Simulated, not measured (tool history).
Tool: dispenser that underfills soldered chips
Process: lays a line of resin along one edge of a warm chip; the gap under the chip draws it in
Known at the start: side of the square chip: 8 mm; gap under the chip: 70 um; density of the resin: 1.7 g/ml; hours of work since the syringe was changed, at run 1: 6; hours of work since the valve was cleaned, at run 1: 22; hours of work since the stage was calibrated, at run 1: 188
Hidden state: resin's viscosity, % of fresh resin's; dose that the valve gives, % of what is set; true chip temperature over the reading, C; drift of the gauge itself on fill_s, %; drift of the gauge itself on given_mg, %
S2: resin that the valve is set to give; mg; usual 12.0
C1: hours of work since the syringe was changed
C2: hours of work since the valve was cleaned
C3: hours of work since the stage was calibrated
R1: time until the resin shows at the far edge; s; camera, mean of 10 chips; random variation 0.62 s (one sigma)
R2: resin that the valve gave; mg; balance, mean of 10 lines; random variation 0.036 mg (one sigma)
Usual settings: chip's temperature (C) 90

Run 1, hour 0.0: usual settings; C1 6; C2 22; C3 188. Result: R1 86.0 s, R2 11.88 mg.
At hour 1.0: new syringe of resin.
Run 2, hour 8.5: usual settings; C1 6; C2 28; C3 194. Result: R1 86.5 s, R2 11.88 mg.
At hour 9.6: new syringe of resin.
Run 3, hour 14.8: usual settings; C1 4; C2 33; C3 199. Result: R1 75.6 s, R2 11.81 mg.
At hour 18.8: new syringe of resin.
Run 4, hour 23.1: usual settings but chip's temperature (C) 98; C1 3; C2 39; C3 205. Result: R1 55.6 s, R2 11.85 mg.
At hour 28.1: new syringe of resin.
Run 5, hour 29.5: usual settings but chip's temperature (C) 98, S2 11.5 mg; C1 1; C2 43; C3 209. Result: R1 47.2 s, R2 11.34 mg.
Run 6, hour 34.1: usual settings but S2 13.7 mg; C1 5; C2 47; C3 213. Result: R1 79.6 s, R2 13.41 mg.
At hour 37.3: new syringe of resin.
Run 7, hour 41.7: usual settings but S2 11.2 mg; C1 3; C2 52; C3 218. Result: R1 71.7 s, R2 11.00 mg.
At hour 46.3: new syringe of resin.
Run 8, hour 50.7: usual settings but S2 11.2 mg; C1 3; C2 59; C3 225. Result: R1 70.1 s, R2 10.95 mg.
At hour 55.1: new syringe of resin.
Run 9, hour 55.2: usual settings but S2 12.1 mg; C1 0; C2 62; C3 228. Result: R1 53.7 s, R2 11.77 mg.
Run 10, hour 60.1: usual settings but S2 12.7 mg; C1 4; C2 66; C3 232. Result: R1 74.6 s, R2 12.33 mg.
At hour 64.2: new syringe of resin.
Run 11, hour 66.2: usual settings but S2 12.7 mg; C1 2; C2 70; C3 236. Result: R1 59.6 s, R2 12.37 mg.
Run 12, hour 71.0: usual settings but S2 12.7 mg; C1 5; C2 74; C3 240. Result: R1 81.1 s, R2 12.33 mg.
At hour 72.8: new syringe of resin.
Run 13, hour 75.6: usual settings but S2 12.7 mg; C1 2; C2 77; C3 243. Result: R1 62.8 s, R2 12.27 mg.
Run 14, hour 81.1: usual settings but S2 12.7 mg; C1 6; C2 81; C3 247. Result: R1 88.3 s, R2 12.26 mg.
At hour 81.8: new syringe of resin.
At hour 90.8: new syringe of resin.
Run 15, hour 91.0: usual settings but chip's temperature (C) 86; C1 0; C2 88; C3 255. Result: R1 62.6 s, R2 11.52 mg.
Run 16, hour 98.5: usual settings but chip's temperature (C) 86; C1 6; C2 94; C3 260. Result: R1 98.9 s, R2 11.51 mg.
At hour 99.5: new syringe of resin.
Run 17, hour 107.2: usual settings but chip's temperature (C) 99, S2 11.2 mg; C1 6; C2 100; C3 267. Result: R1 68.7 s, R2 10.80 mg.
At hour 108.8: new syringe of resin.
Run 18, hour 114.0: usual settings but chip's temperature (C) 99, S2 11.2 mg; C1 4; C2 105; C3 272. Result: R1 57.7 s, R2 10.76 mg.
At hour 117.7: new syringe of resin.
Run 19, hour 122.1: usual settings but chip's temperature (C) 98, S2 13.1 mg; C1 3; C2 111; C3 277. Result: R1 55.9 s, R2 12.47 mg.
At hour 126.4: new syringe of resin.
Run 20, hour 131.5: usual settings but S2 10.4 mg; C1 4; C2 118; C3 284. Result: R1 76.5 s, R2 9.91 mg.
At hour 135.6: new syringe of resin.
Run 21, hour 140.5: usual settings but S2 10.4 mg; C1 4; C2 125; C3 291. Result: R1 74.2 s, R2 9.84 mg.
At hour 144.7: new syringe of resin.
Run 22, hour 146.3: usual settings but chip's temperature (C) 83, S2 10.8 mg; C1 1; C2 129; C3 295. Result: R1 73.8 s, R2 10.14 mg.
At hour 150.3: dispensing valve cleaned and set on the balance.
Run 23, hour 153.0: usual settings but chip's temperature (C) 83, S2 10.8 mg; C1 5; C2 2; C3 299. Result: R1 107.4 s, R2 10.83 mg.
At hour 154.6: new syringe of resin.
Run 24, hour 162.1: usual settings but chip's temperature (C) 92, S2 11.7 mg; C1 6; C2 9; C3 306. Result: R1 82.6 s, R2 11.68 mg.
At hour 163.3: new syringe of resin.
Run 25, hour 169.9: usual settings but chip's temperature (C) 103, S2 10.6 mg; C1 5; C2 14; C3 312. Result: R1 55.8 s, R2 10.57 mg.
At hour 172.0: new syringe of resin.
Run 26, hour 174.4: usual settings but chip's temperature (C) 96, S2 11.8 mg; C1 2; C2 18; C3 315. Result: R1 51.4 s, R2 11.71 mg.
Run 27, hour 180.1: usual settings but chip's temperature (C) 78, S2 12.4 mg; C1 6; C2 22; C3 319. Result: R1 126.2 s, R2 12.30 mg.
At hour 181.1: new syringe of resin.
Run 28, hour 185.5: usual settings but chip's temperature (C) 96, S2 14.0 mg; C1 3; C2 26; C3 323. Result: R1 56.7 s, R2 13.83 mg.
At hour 190.4: new syringe of resin.
Run 29, hour 195.2: usual settings but chip's temperature (C) 75, S2 11.4 mg; C1 4; C2 33; C3 330. Result: R1 113.8 s, R2 11.23 mg.
At hour 199.5: new syringe of resin.
Run 30, hour 201.5: usual settings but chip's temperature (C) 94, S2 14.5 mg; C1 1; C2 37; C3 335. Result: R1 52.1 s, R2 14.29 mg.
At hour 208.2: new syringe of resin.
Run 31, hour 209.2: usual settings but chip's temperature (C) 105, S2 10.4 mg; C1 1; C2 43; C3 341. Result: R1 38.1 s, R2 10.22 mg.
Run 32, hour 215.6: usual settings but chip's temperature (C) 105, S2 15.0 mg; C1 6; C2 48; C3 345. Result: R1 53.6 s, R2 14.70 mg.

4 ways to go on from here, each from the tool as it stands after run 32. What would each give?
At hour 216.9: new syringe of resin.
Run A, hour 221.3: usual settings but chip's temperature (C) 105, S2 13.6 mg; C1 3; C2 52; C3 349. Result: R1 ?, R2 ?.
At hour 216.9: new syringe of resin.
Run B, hour 221.3: usual settings but chip's temperature (C) 101, S2 11.7 mg; C1 3; C2 52; C3 349. Result: R1 ?, R2 ?.
At hour 216.9: new syringe of resin.
Run C, hour 221.3: usual settings but chip's temperature (C) 87, S2 12.1 mg; C1 3; C2 52; C3 349. Result: R1 ?, R2 ?.
At hour 216.9: new syringe of resin.
Run D, hour 221.3: usual settings but chip's temperature (C) 80, S2 14.5 mg; C1 3; C2 52; C3 349. Result: R1 ?, R2 ?.

run    R1     R2
  A  44.9  13.35
  B  50.8  11.41
  C  77.8  11.86
  D  92.9  14.20
Without the tool's hidden state the same runs would have given:
run    R1     R2
  A  34.9  13.65
  B  39.4  11.67
  C  60.6  12.13
  D  72.4  14.52
